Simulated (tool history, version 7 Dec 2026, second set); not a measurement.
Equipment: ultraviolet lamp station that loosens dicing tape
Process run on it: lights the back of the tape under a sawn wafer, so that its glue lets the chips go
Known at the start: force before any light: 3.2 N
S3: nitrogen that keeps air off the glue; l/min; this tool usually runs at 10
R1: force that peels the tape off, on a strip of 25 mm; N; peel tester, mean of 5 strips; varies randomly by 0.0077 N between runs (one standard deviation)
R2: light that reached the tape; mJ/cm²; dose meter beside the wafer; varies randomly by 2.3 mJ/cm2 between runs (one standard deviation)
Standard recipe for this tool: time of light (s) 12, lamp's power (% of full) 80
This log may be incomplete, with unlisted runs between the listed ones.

Run 1, hour 0.0: usual settings. Result: R1 0.313 N, R2 192 mJ/cm².
Run 2, hour 30.4: usual settings. Result: R1 0.324 N, R2 190 mJ/cm².
At hour 40.8: window cleaned of glue's vapour.
Run 3, hour 62.2: usual settings but lamp's power (% of full) 92. Result: R1 0.279 N, R2 238 mJ/cm².
Run 4, hour 79.1: usual settings but lamp's power (% of full) 92. Result: R1 0.279 N, R2 234 mJ/cm².
Run 5, hour 112.6: usual settings but lamp's power (% of full) 92. Result: R1 0.269 N, R2 234 mJ/cm².
Run 6, hour 140.2: usual settings. Result: R1 0.313 N, R2 203 mJ/cm².
Run 7, hour 156.3: usual settings. Result: R1 0.316 N, R2 197 mJ/cm².
Run 8, hour 182.0: usual settings. Result: R1 0.320 N, R2 202 mJ/cm².
Run 9, hour 200.3: usual settings. Result: R1 0.327 N, R2 201 mJ/cm².
Run 10, hour 227.0: usual settings. Result: R1 0.320 N, R2 203 mJ/cm².
Run 11, hour 248.3: usual settings. Result: R1 0.316 N, R2 200 mJ/cm².
Run 12, hour 264.1: usual settings. Result: R1 0.312 N, R2 201 mJ/cm².
Run 13, hour 284.1: usual settings. Result: R1 0.303 N, R2 200 mJ/cm².
Run 14, hour 308.7: usual settings. Result: R1 0.310 N, R2 201 mJ/cm².
Run 15, hour 339.0: usual settings. Result: R1 0.329 N, R2 200 mJ/cm².
Run 16, hour 354.1: usual settings. Result: R1 0.331 N, R2 197 mJ/cm².
Run 17, hour 386.8: usual settings. Result: R1 0.324 N, R2 197 mJ/cm².
Run 18, hour 418.2: usual settings. Result: R1 0.328 N, R2 196 mJ/cm².
Run 19, hour 440.1: usual settings. Result: R1 0.316 N, R2 195 mJ/cm².
Run 20, hour 464.7: usual settings. Result: R1 0.299 N, R2 192 mJ/cm².
Run 21, hour 484.4: usual settings. Result: R1 0.326 N, R2 193 mJ/cm².
Run 22, hour 506.2: usual settings. Result: R1 0.328 N, R2 195 mJ/cm².
Run 23, hour 523.2: usual settings but lamp's power (% of full) 62. Result: R1 0.421 N, R2 151 mJ/cm².
Run 24, hour 543.0: usual settings but time of light (s) 21, lamp's power (% of full) 76, S3 7 l/min. Result: R1 0.266 N, R2 320 mJ/cm².
Run 25, hour 556.5: usual settings but lamp's power (% of full) 94. Result: R1 0.286 N, R2 226 mJ/cm².
Run 26, hour 588.9: usual settings but lamp's power (% of full) 79. Result: R1 0.330 N, R2 189 mJ/cm².
Run 27, hour 621.4: usual settings but time of light (s) 9, lamp's power (% of full) 62, S3 12 l/min. Result: R1 0.585 N, R2 109 mJ/cm².
Run 28, hour 647.4: usual settings but time of light (s) 8, lamp's power (% of full) 72, S3 4 l/min. Result: R1 0.832 N, R2 118 mJ/cm².
Run 29, hour 668.1: usual settings but lamp's power (% of full) 99. Result: R1 0.273 N, R2 237 mJ/cm².
Run 30, hour 698.7: usual settings but time of light (s) 6, lamp's power (% of full) 77, S3 4 l/min. Result: R1 1.118 N, R2 90 mJ/cm².
Run 31, hour 717.4: usual settings but time of light (s) 8, lamp's power (% of full) 68, S3 4 l/min. Result: R1 0.944 N, R2 108 mJ/cm².
Run 32, hour 736.9: usual settings but time of light (s) 8, lamp's power (% of full) 68, S3 3 l/min. Result: R1 0.994 N, R2 107 mJ/cm².
Run 33, hour 763.9: usual settings but time of light (s) 7, lamp's power (% of full) 68, S3 12 l/min. Result: R1 0.719 N, R2 92 mJ/cm².
Run 34, hour 788.3: usual settings but time of light (s) 7, lamp's power (% of full) 68, S3 12 l/min. Result: R1 0.696 N, R2 91 mJ/cm².
Run 35, hour 820.7: usual settings but time of light (s) 11, lamp's power (% of full) 70. Result: R1 0.415 N, R2 145 mJ/cm².
Run 36, hour 841.3: usual settings but lamp's power (% of full) 74, S3 3 l/min. Result: R1 0.596 N, R2 174 mJ/cm².
Run 37, hour 863.3: usual settings but lamp's power (% of full) 61. Result: R1 0.449 N, R2 142 mJ/cm².
Run 38, hour 896.6: usual settings but time of light (s) 7, lamp's power (% of full) 93, S3 6 l/min. Result: R1 0.661 N, R2 123 mJ/cm².
Run 39, hour 923.6: usual settings but time of light (s) 15, lamp's power (% of full) 89, S3 8 l/min. Result: R1 0.276 N, R2 261 mJ/cm².
Run 40, hour 953.6: usual settings but time of light (s) 8, lamp's power (% of full) 66, S3 14 l/min. Result: R1 0.596 N, R2 99 mJ/cm².
At hour 966.5: window cleaned of glue's vapour.
Run 41, hour 981.4: usual settings but time of light (s) 10. Result: R1 0.381 N, R2 158 mJ/cm².
Run 42, hour 1011.6: usual settings but lamp's power (% of full) 70, S3 4 l/min. Result: R1 0.535 N, R2 169 mJ/cm².

Subtracting, for every run, the result it would have given without the tool's unlogged condition from the measured result gives the following. The same run-to-run variation enters both numbers; the gauge's scatter may not:
Hidden state at play: lamp's light, % of a new lamp's; light that the window lets through, % of a clean one's; drift of the gauge itself on peel_n, %; drift of the gauge itself on dose_mj_cm2, %.
run      R1   R2
  1  +0.028  -23
  2  +0.028  -23
  3  +0.008  -13
  4  +0.009  -14
  5  +0.009  -16
  6  +0.016  -14
  7  +0.016  -14
  8  +0.016  -14
  9  +0.017  -16
 10  +0.018  -16
 11  +0.019  -16
 12  +0.019  -17
 13  +0.019  -18
 14  +0.020  -18
 15  +0.021  -18
 16  +0.022  -18
 17  +0.023  -19
 18  +0.024  -21
 19  +0.024  -21
 20  +0.024  -21
 21  +0.027  -21
 22  +0.026  -22
 23  +0.050  -18
 24  +0.007  -38
 25  +0.017  -27
 26  +0.030  -24
 27  +0.084  -14
 28  +0.112  -15
 29  +0.016  -32
 30  +0.142  -13
 31  +0.134  -16
 32  +0.136  -15
 33  +0.114  -14
 34  +0.115  -15
 35  +0.064  -23
 36  +0.104  -27
 37  +0.075  -23
 38  +0.118  -21
 39  +0.018  -44
 40  +0.112  -18
 41  +0.043  -18
 42  +0.071  -20
